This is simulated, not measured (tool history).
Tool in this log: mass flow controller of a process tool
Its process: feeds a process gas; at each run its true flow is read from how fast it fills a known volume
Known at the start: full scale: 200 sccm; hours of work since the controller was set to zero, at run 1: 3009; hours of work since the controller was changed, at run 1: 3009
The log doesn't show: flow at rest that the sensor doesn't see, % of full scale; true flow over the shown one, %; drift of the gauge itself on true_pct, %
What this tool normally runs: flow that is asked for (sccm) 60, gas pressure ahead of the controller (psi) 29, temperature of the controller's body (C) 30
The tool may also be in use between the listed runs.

run,day,flow that is asked for (sccm),gas pressure ahead of the controller (psi),temperature of the controller's body (C),hours of work since the controller was set to zero,hours of work since the controller was changed,true flow (%)
1,0,60,29,30,3009,3009,98.69
2,10.075,60,29,30,3159,3159,98.69
3,23.058,60,29,30,3352,3352,98.8
4,33.012,60,29,30,3501,3501,98.81
5,46.9,60,29,30,3708,3708,98.78
6,61.604,41,29,30,3927,3927,98.53
7,70.617,24,29,30,4061,4061,98.44
8,89.292,24,29,36,4339,4339,98.66
9,99.929,30,21.2,28,4498,4498,98.14
10,111.904,26,20.3,35,4676,4676,98.43

What does the tool deliver on the next run?
11,125.904,26,20.3,35,4885,4885,?

Run 11 produced true flow (%) 98.4.
With no hidden state in the tool, this same run would have given true flow (%) 98.37.

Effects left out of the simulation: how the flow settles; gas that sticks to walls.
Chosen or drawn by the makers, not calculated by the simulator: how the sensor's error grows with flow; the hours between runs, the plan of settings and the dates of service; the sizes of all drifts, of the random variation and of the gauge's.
